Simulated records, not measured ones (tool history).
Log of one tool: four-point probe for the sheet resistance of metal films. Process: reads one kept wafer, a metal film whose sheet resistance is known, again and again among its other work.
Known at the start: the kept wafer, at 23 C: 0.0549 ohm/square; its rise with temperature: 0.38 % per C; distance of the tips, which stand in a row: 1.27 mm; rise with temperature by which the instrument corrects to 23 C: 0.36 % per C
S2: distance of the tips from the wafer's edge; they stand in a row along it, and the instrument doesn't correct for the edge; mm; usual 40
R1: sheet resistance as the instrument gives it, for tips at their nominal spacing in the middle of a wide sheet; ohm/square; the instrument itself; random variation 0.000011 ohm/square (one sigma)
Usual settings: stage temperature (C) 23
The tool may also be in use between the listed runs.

{"run": 1, "hour": 0.0, "stage temperature (C)": 23, "S2": 40, "R1": 0.055019}
{"run": 2, "hour": 50.9, "stage temperature (C)": 23, "S2": 40, "R1": 0.055014}
{"hour": 53.6, "done": "stage's thermometer calibrated"}
{"run": 3, "hour": 101.2, "stage temperature (C)": 23, "S2": 40, "R1": 0.05494}
{"run": 4, "hour": 125.9, "stage temperature (C)": 23, "S2": 40, "R1": 0.054967}
{"run": 5, "hour": 172.6, "stage temperature (C)": 23, "S2": 40, "R1": 0.054941}
{"run": 6, "hour": 222.8, "stage temperature (C)": 23, "S2": 40, "R1": 0.054955}
{"run": 7, "hour": 260.6, "stage temperature (C)": 23, "S2": 40, "R1": 0.054976}
{"run": 8, "hour": 303.7, "stage temperature (C)": 19, "S2": 28, "R1": 0.054959}
{"hour": 319.7, "done": "stage's thermometer calibrated, once more"}
{"run": 9, "hour": 334.8, "stage temperature (C)": 19, "S2": 28, "R1": 0.055124}
{"run": 10, "hour": 378.3, "stage temperature (C)": 19, "S2": 28, "R1": 0.055109}
{"run": 11, "hour": 412.7, "stage temperature (C)": 19, "S2": 28, "R1": 0.055138}

The next listed run, before its measurement:
{"run": 12, "hour": 436.3, "stage temperature (C)": 18, "S2": 4, "R1": "?"}

R1: 0.057901 ohm/square
Without the tool's hidden state the same run would have given R1 0.057668 ohm/square.
